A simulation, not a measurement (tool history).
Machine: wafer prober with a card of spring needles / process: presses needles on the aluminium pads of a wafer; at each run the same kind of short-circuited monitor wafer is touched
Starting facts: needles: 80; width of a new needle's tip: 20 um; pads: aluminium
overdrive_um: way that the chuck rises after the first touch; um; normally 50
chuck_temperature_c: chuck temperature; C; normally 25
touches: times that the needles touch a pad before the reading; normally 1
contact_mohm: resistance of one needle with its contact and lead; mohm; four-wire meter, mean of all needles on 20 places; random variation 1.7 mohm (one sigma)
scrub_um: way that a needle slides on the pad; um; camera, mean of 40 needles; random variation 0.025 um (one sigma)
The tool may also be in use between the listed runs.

run   hour  overdrive_um  chuck_temperature_c  touches  contact_mohm  scrub_um
  1    0.0            50                   25        1           203     10.10
       8.6  -- tips cleaned on abrasive film
      17.1  -- tips cleaned on abrasive film
  2   21.8            50                   25        1           219     10.10
      26.2  -- tips cleaned on abrasive film
      36.7  -- tips cleaned on abrasive film
      47.4  -- tips cleaned on abrasive film
      56.0  -- tips cleaned on abrasive film
  3   60.5            50                   25        1           212     10.04
      64.8  -- tips cleaned on abrasive film
      75.4  -- tips cleaned on abrasive film
      86.1  -- tips cleaned on abrasive film
  4   90.5            50                   25        2           206     10.05
      94.9  -- tips cleaned on abrasive film
     105.4  -- tips cleaned on abrasive film
     114.8  -- tips cleaned on abrasive film
  5  114.8            50                   25        2           195     10.00
     125.5  -- tips cleaned on abrasive film
     136.2  -- tips cleaned on abrasive film
     144.8  -- tips cleaned on abrasive film
     155.5  -- tips cleaned on abrasive film
  6  158.6            50                   25        1           211      9.94
     165.0  -- tips cleaned on abrasive film
     173.6  -- tips cleaned on abrasive film
     184.3  -- tips cleaned on abrasive film
  7  187.4            50                   56        1           213      9.96
     193.9  -- tips cleaned on abrasive film
     194.2  -- height of the first contact set anew
     204.9  -- tips cleaned on abrasive film
     215.6  -- tips cleaned on abrasive film
  8  221.3            50                   56        1           221     10.43
     225.6  -- tips cleaned on abrasive film
     236.3  -- tips cleaned on abrasive film
     247.0  -- tips cleaned on abrasive film
     257.7  -- tips cleaned on abrasive film
     268.4  -- tips cleaned on abrasive film
  9  269.1            50                   56        1           208     10.39
     277.7  -- tips cleaned on abrasive film
     288.4  -- tips cleaned on abrasive film
 10  290.1            50                   56        1           212     10.38
     298.7  -- tips cleaned on abrasive film
     309.2  -- tips cleaned on abrasive film
     318.0  -- tips cleaned on abrasive film
 11  318.0            50                   85        1           211     10.29
     328.6  -- tips cleaned on abrasive film
     337.2  -- tips cleaned on abrasive film
     347.9  -- tips cleaned on abrasive film
     358.4  -- tips cleaned on abrasive film
 12  360.8            50                   85        1           223     10.30
     367.2  -- tips cleaned on abrasive film
     375.8  -- tips cleaned on abrasive film
     386.5  -- tips cleaned on abrasive film
     397.1  -- tips cleaned on abrasive film
 13  398.9            50                   25        1           204     10.25
     407.5  -- tips cleaned on abrasive film
     418.2  -- tips cleaned on abrasive film
 14  419.8            50                   36        1           210     10.25
     428.4  -- tips cleaned on abrasive film
     438.8  -- tips cleaned on abrasive film
 15  442.0            50                   36        1           213     10.22
     448.4  -- tips cleaned on abrasive film
     457.0  -- tips cleaned on abrasive film
     465.7  -- tips cleaned on abrasive film
 16  465.7            57                   25        3           196     11.66
     476.4  -- tips cleaned on abrasive film
     486.9  -- tips cleaned on abrasive film
     495.4  -- tips cleaned on abrasive film
     506.0  -- tips cleaned on abrasive film
 17  509.6            62                   25        1           210     12.67
     516.0  -- tips cleaned on abrasive film
     524.6  -- tips cleaned on abrasive film
     534.8  -- tips cleaned on abrasive film
 18  534.8            50                   31        2           197     10.11
     543.4  -- tips cleaned on abrasive film
     554.1  -- tips cleaned on abrasive film
     564.8  -- tips cleaned on abrasive film
 19  569.4            36                   25        1           244      7.13
     573.7  -- tips cleaned on abrasive film
     584.4  -- tips cleaned on abrasive film
     593.0  -- tips cleaned on abrasive film
     603.6  -- tips cleaned on abrasive film
 20  609.1            36                   25        1           249      7.09
     613.4  -- tips cleaned on abrasive film
     624.0  -- tips cleaned on abrasive film
     632.5  -- tips cleaned on abrasive film
     643.2  -- tips cleaned on abrasive film
     653.9  -- tips cleaned on abrasive film
 21  657.1            46                   39        1           221      9.12
     663.6  -- tips cleaned on abrasive film
     674.1  -- tips cleaned on abrasive film
     683.0  -- tips cleaned on abrasive film
 22  683.0            51                   35        1           201     10.13
     693.5  -- tips cleaned on abrasive film
     702.1  -- tips cleaned on abrasive film
 23  706.2            48                   64        2           215      9.51
     708.6  -- height of the first contact set anew
     712.9  -- tips cleaned on abrasive film
     723.6  -- tips cleaned on abrasive film
     734.2  -- tips cleaned on abrasive film
 24  736.2            48                   64        2           213     10.00
     744.8  -- tips cleaned on abrasive film
     755.5  -- tips cleaned on abrasive film
     766.2  -- tips cleaned on abrasive film
 25  770.2            33                   64        1           246      6.85
     776.7  -- tips cleaned on abrasive film
     787.2  -- tips cleaned on abrasive film
     797.9  -- tips cleaned on abrasive film
     806.4  -- tips cleaned on abrasive film
 26  808.4            45                   74        2           217      9.28

Run 27 is up next; what results do you expect?
     816.8  -- tips cleaned on abrasive film
     827.4  -- tips cleaned on abrasive film
 27  828.9            52                   92        1             ?         ?

contact_mohm: 219 mohm
scrub_um: 10.79 um
Were there no unlogged condition in the tool, this run, its random variation unchanged, would have produced contact_mohm 209 mohm, scrub_um 10.91 um.

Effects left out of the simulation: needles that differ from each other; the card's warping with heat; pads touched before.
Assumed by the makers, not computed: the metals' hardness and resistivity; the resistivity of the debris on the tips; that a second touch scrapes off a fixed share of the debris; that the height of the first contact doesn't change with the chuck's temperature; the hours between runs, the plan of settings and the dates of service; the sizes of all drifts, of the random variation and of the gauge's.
